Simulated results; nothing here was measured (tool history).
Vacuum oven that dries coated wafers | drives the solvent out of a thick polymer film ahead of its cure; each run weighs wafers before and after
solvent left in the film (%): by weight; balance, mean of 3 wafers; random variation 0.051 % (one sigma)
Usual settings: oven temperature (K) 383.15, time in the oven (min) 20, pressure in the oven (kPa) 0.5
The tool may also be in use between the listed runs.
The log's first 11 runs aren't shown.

Run 12, day 7.85: usual settings. Result: solvent left in the film (%) 0.92.
Run 13, day 8.354: usual settings. Result: solvent left in the film (%) 0.95.
Run 14, day 8.792: usual settings. Result: solvent left in the film (%) 0.92.
Run 15, day 9.271: usual settings. Result: solvent left in the film (%) 0.91.
Run 16, day 9.708: usual settings. Result: solvent left in the film (%) 0.91.
Run 17, day 10.238: usual settings. Result: solvent left in the film (%) 0.99.
Run 18, day 11.138: usual settings. Result: solvent left in the film (%) 1.02.
Run 19, day 11.867: usual settings. Result: solvent left in the film (%) 0.9.
Run 20, day 12.229: usual settings. Result: solvent left in the film (%) 0.94.
Run 21, day 12.9: usual settings. Result: solvent left in the film (%) 1.05.
Run 22, day 13.683: usual settings. Result: solvent left in the film (%) 1.01.
Run 23, day 14.483: usual settings but oven temperature (K) 369.15, time in the oven (min) 15. Result: solvent left in the film (%) 3.86.
Run 24, day 14.879: usual settings but oven temperature (K) 370.15, time in the oven (min) 15. Result: solvent left in the film (%) 3.59.
Run 25, day 15.508: usual settings but oven temperature (K) 370.15, time in the oven (min) 15. Result: solvent left in the film (%) 3.55.
Run 26, day 15.896: usual settings but oven temperature (K) 392.15, time in the oven (min) 10, pressure in the oven (kPa) 0.261. Result: solvent left in the film (%) 1.1.
Run 27, day 16.8: usual settings but oven temperature (K) 379.15, time in the oven (min) 34, pressure in the oven (kPa) 0.261. Result: solvent left in the film (%) 0.46.
Run 28, day 17.325: usual settings but oven temperature (K) 393.15, time in the oven (min) 29, pressure in the oven (kPa) 1.272. Result: solvent left in the film (%) 1.03.
Run 29, day 17.858: usual settings but oven temperature (K) 393.15, time in the oven (min) 29, pressure in the oven (kPa) 1.272. Result: solvent left in the film (%) 1.07.
Run 30, day 18.675: usual settings but oven temperature (K) 393.15, time in the oven (min) 29, pressure in the oven (kPa) 1.272. Result: solvent left in the film (%) 0.93.
Run 31, day 19.525: usual settings but oven temperature (K) 393.15, time in the oven (min) 29, pressure in the oven (kPa) 1.272. Result: solvent left in the film (%) 0.93.
Run 32, day 20.058: usual settings but oven temperature (K) 393.15, time in the oven (min) 29, pressure in the oven (kPa) 1.272. Result: solvent left in the film (%) 0.94.
Run 33, day 20.867: usual settings but oven temperature (K) 379.15, time in the oven (min) 31, pressure in the oven (kPa) 1.561. Result: solvent left in the film (%) 1.97.
Run 34, day 21.267: usual settings but oven temperature (K) 397.15, time in the oven (min) 22. Result: solvent left in the film (%) 0.42.

Forecast run 35:
Run 35, day 21.933: usual settings but oven temperature (K) 394.15, time in the oven (min) 35, pressure in the oven (kPa) 1.014. Result: solvent left in the film (%) ?.

{"run 35": {"solvent left in the film (%)": 0.66}}
Without the tool's hidden state the same run would have given solvent left in the film (%) 0.57.
